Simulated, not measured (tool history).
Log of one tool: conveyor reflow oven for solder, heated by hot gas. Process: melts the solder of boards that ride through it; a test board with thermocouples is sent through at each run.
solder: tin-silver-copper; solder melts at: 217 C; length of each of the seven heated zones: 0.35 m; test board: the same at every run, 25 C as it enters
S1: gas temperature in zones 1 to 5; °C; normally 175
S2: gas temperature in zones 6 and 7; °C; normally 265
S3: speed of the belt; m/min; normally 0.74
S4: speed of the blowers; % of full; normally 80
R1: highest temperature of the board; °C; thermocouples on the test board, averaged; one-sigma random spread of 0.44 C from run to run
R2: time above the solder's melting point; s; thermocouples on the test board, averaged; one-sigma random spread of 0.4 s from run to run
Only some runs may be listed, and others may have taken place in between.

Run 1, hour 0: usual settings. Result: R1 249.1 °C, R2 40.5 s.
Run 2, hour 30.4: usual settings. Result: R1 248.1 °C, R2 39.8 s.
Run 3, hour 54.8: usual settings. Result: R1 248.9 °C, R2 40.3 s.
Run 4, hour 74.2: usual settings. Result: R1 248.3 °C, R2 40.4 s.
Run 5, hour 88.9: usual settings. Result: R1 248.3 °C, R2 40.4 s.
Run 6, hour 106.3: usual settings but S4 63 % of full. Result: R1 243.4 °C, R2 34.7 s.
Run 7, hour 133.2: usual settings but S4 55 % of full. Result: R1 238.2 °C, R2 31.4 s.
Run 8, hour 163.9: usual settings but S4 55 % of full. Result: R1 238.7 °C, R2 30.7 s.
Run 9, hour 186.4: usual settings but S1 184 °C. Result: R1 250 °C, R2 43.6 s.
Run 10, hour 212.4: usual settings but S1 184 °C. Result: R1 250.3 °C, R2 43.4 s.
Run 11, hour 233.1: usual settings but S1 165 °C. Result: R1 247.4 °C, R2 36.5 s.
Run 12, hour 250.1: usual settings but S4 51 % of full. Result: R1 236.7 °C, R2 27.8 s.
Run 13, hour 264.1: usual settings but S4 51 % of full. Result: R1 236.9 °C, R2 28.7 s.
Run 14, hour 280.8: usual settings but S4 51 % of full. Result: R1 236.5 °C, R2 28.4 s.
Run 15, hour 300.9: usual settings but S4 51 % of full. Result: R1 236.2 °C, R2 28.1 s.
Run 16, hour 317.6: usual settings but S4 51 % of full. Result: R1 237.1 °C, R2 28.4 s.
Run 17, hour 349: usual settings but S4 51 % of full. Result: R1 237 °C, R2 28.1 s.
Run 18, hour 372.7: usual settings but S1 161 °C, S4 52 % of full. Result: R1 232.4 °C, R2 22.3 s.
Run 19, hour 405.5: usual settings but S1 168 °C, S2 272 °C, S4 60 % of full. Result: R1 244.9 °C, R2 35 s.
Run 20, hour 435.7: usual settings but S1 183 °C, S2 254 °C, S3 0.746 m/min, S4 53 % of full. Result: R1 231 °C, R2 24.9 s.
Run 21, hour 465.3: usual settings but S1 163 °C, S2 267 °C, S4 79 % of full. Result: R1 247.3 °C, R2 36.9 s.
Run 22, hour 491.5: usual settings but S1 163 °C, S2 267 °C, S4 79 % of full. Result: R1 248.6 °C, R2 36 s.
Run 23, hour 513.5: usual settings but S1 168 °C, S2 255 °C. Result: R1 239.4 °C, R2 31.7 s.
Run 24, hour 540.7: usual settings but S1 168 °C, S2 255 °C. Result: R1 238.3 °C, R2 31.8 s.
Run 25, hour 571.8: usual settings but S1 167 °C, S4 56 % of full. Result: R1 237.1 °C, R2 27.9 s.
Run 26, hour 604.3: usual settings but S1 176 °C, S2 257 °C, S3 0.65 m/min, S4 83 % of full. Result: R1 247.2 °C, R2 46.7 s.
Run 27, hour 630: usual settings but S1 176 °C, S2 259 °C, S3 0.65 m/min, S4 54 % of full. Result: R1 239.1 °C, R2 37.3 s.
Run 28, hour 660.5: usual settings but S1 176 °C, S2 259 °C, S3 0.65 m/min, S4 54 % of full. Result: R1 239.6 °C, R2 36.2 s.
Run 29, hour 674.5: usual settings but S1 176 °C, S2 279 °C, S3 0.65 m/min, S4 57 % of full. Result: R1 256.2 °C, R2 50 s.
Run 30, hour 702.2: usual settings but S1 176 °C, S2 279 °C, S3 0.65 m/min, S4 57 % of full. Result: R1 257.4 °C, R2 50.1 s.

Taken out of this log: 2 entries between the listed runs. Where each belongs, and how the hidden state differs across it:
Run 21 -> run 22: flux residue cleaned out of gas plates and filters (hour 480.4)
  heat that the gas passes to the board, % of a clean oven's: 99.2 -> 99.9; true gas temperature in zones 6 and 7 over the reading, C: 0.14 -> 0.15
Run 24 -> run 25: thermocouples of zones 6 and 7 changed (hour 564.1)
  heat that the gas passes to the board, % of a clean oven's: 99.9 -> 99.8; belt's true speed, % of the reading: 99.99 -> 99.98; true gas temperature in zones 6 and 7 over the reading, C: 0.15 -> 0.02
